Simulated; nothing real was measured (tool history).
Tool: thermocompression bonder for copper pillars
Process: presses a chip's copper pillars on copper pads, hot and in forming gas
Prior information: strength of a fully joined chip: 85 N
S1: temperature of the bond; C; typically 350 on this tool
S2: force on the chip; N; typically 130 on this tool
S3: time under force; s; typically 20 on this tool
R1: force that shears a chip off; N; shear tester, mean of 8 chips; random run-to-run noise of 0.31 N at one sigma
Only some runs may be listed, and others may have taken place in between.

run,hour,S1,S2,S3,R1
1,0.0,350,130,20,53.0
2,9.7,350,130,20,53.1
3,22.5,350,130,20,53.3
4,32.5,350,130,20,52.9
5,44.2,350,102,20,44.1
6,51.0,350,130,20,53.6
7,63.4,350,130,20,53.9
8,75.0,350,130,20,53.9
9,84.9,350,130,11,44.7
10,94.2,350,130,32,61.0
11,102.7,350,130,32,61.2
12,116.3,350,130,20,54.3
13,124.8,350,185,20,66.8
14,136.5,350,185,20,67.5
# hour 142.9: gauge calibrated
15,142.9,350,185,20,65.5
16,153.4,350,185,20,65.8
17,159.7,350,130,20,52.7
18,173.2,350,130,20,52.7
19,179.7,341,179,29,66.7
20,186.2,361,147,35,70.3
21,199.5,350,136,44,67.0
22,212.9,353,118,14,45.5
23,219.6,353,118,23,53.8
24,225.4,320,142,50,59.2
25,234.6,320,142,50,59.5
26,247.9,342,87,50,50.7
27,258.3,350,144,32,65.3
28,265.0,350,144,32,65.6
29,273.3,353,111,18,47.9
30,286.6,341,139,20,52.6
31,300.3,341,130,18,49.5
32,306.0,368,100,44,63.5
33,319.2,368,100,44,64.0
34,331.3,368,100,44,64.5
35,341.7,368,100,46,65.6

Here are 3 independent what-if runs from the current tool condition. What would each one return?
A,347.9,340,166,46,?
B,347.9,350,130,20,?
C,347.9,368,103,29,?

run,R1
A,73.6
B,55.3
C,59.1
Take away the tool's hidden state, keep each run's random variation, and the runs would have read:
run,R1
A,70.8
B,53.1
C,56.8

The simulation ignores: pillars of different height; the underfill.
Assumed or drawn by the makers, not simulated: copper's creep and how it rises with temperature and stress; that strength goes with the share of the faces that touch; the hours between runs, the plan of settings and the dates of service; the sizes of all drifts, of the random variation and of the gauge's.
